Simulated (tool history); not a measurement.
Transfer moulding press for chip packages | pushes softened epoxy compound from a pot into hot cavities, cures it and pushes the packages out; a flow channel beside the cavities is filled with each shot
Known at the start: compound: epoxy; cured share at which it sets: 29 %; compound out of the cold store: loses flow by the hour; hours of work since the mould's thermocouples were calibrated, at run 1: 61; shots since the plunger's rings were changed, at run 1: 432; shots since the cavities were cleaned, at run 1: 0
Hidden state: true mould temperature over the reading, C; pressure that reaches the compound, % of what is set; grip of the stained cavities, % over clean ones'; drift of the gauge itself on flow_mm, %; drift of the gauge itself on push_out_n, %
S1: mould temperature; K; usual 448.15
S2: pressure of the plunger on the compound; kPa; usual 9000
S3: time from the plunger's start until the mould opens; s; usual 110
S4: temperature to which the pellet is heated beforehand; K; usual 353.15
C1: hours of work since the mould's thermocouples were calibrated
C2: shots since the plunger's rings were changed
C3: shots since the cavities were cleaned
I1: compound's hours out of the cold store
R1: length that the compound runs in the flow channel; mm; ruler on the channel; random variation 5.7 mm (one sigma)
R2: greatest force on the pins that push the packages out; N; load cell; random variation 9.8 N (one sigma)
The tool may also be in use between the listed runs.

run,hour,S1,S2,S3,S4,C1,C2,C3,I1,R1,R2
1,0,448.15,9000,110,353.15,61,432,0,9.4,635,457
2,8.7,448.15,9000,110,353.15,64,494,62,32.3,561,450
3,14.6,448.15,9000,110,353.15,67,536,104,30.9,550,469
4,25.9,448.15,9000,110,353.15,71,616,184,16.8,605,527
5,36.5,448.15,9000,110,353.15,75,691,259,16.3,601,531
6,47.5,448.15,9000,110,353.15,80,769,337,35,552,528
7,54.8,448.15,9650,110,353.15,83,821,389,20.6,604,575
8,60.2,448.15,9910,110,353.15,85,859,427,11.9,647,613
# hour 62.6: cavities cleaned with cleaning compound and waxed
9,71.8,448.15,9000,104,353.15,89,930,65,21.2,589,730
10,77.4,448.15,9000,104,359.15,91,970,105,39.6,540,697
11,82.6,448.15,9000,110,353.15,93,1007,142,11.2,615,660
12,92.3,448.15,9000,110,353.15,97,1075,210,11.5,614,680
13,104.1,448.15,7150,110,353.15,102,1159,294,17.4,532,674
14,116.2,444.15,7150,110,353.15,107,1245,380,17.7,537,835
15,122.3,444.15,9610,110,349.15,109,1288,423,46,541,822
# hour 125: cavities cleaned with cleaning compound and waxed, once more
16,131.8,444.15,9610,110,349.15,112,1344,48,44.6,542,532
17,141.2,444.15,9970,110,353.15,116,1411,115,31,594,592
18,149.4,448.15,9000,110,348.15,120,1469,173,18.1,603,502
19,156.1,448.15,7690,110,353.15,122,1517,221,19.2,541,506
20,168,448.15,7690,110,353.15,127,1601,305,22.5,537,547
21,176.1,452.15,7190,110,349.15,130,1659,363,15.2,534,511
22,182.2,452.15,7190,110,349.15,133,1702,406,42.8,466,519
23,190.6,445.15,8080,110,353.15,136,1761,465,31.2,527,661
24,199,443.15,9210,111,345.15,139,1821,525,37.3,556,740
25,208.7,448.15,7620,142,353.15,143,1889,593,18.6,538,531
26,220.7,441.15,7050,140,359.15,148,1974,678,41.9,476,594
# hour 227.6: cavities cleaned with cleaning compound and waxed
27,233.6,450.15,10660,103,349.15,153,2055,42,8.9,666,486
28,245.1,453.15,9000,109,343.15,157,2137,124,46.2,497,447

4 ways to go on from here, each from the tool as it stands after run 28. What would each give?
A,256.5,442.15,9000,110,350.15,162,2218,205,47.2,?,?
B,256.5,453.15,9510,149,356.15,162,2218,205,27.5,?,?
C,256.5,453.15,7680,110,353.15,162,2218,205,25.9,?,?
D,256.5,449.15,7850,110,353.15,162,2218,205,26.5,?,?

run,R1,R2
A,511,665
B,569,422
C,506,441
D,526,486
Without the tool's hidden state the same runs would have given:
run,R1,R2
A,526,572
B,586,359
C,521,376
D,542,415

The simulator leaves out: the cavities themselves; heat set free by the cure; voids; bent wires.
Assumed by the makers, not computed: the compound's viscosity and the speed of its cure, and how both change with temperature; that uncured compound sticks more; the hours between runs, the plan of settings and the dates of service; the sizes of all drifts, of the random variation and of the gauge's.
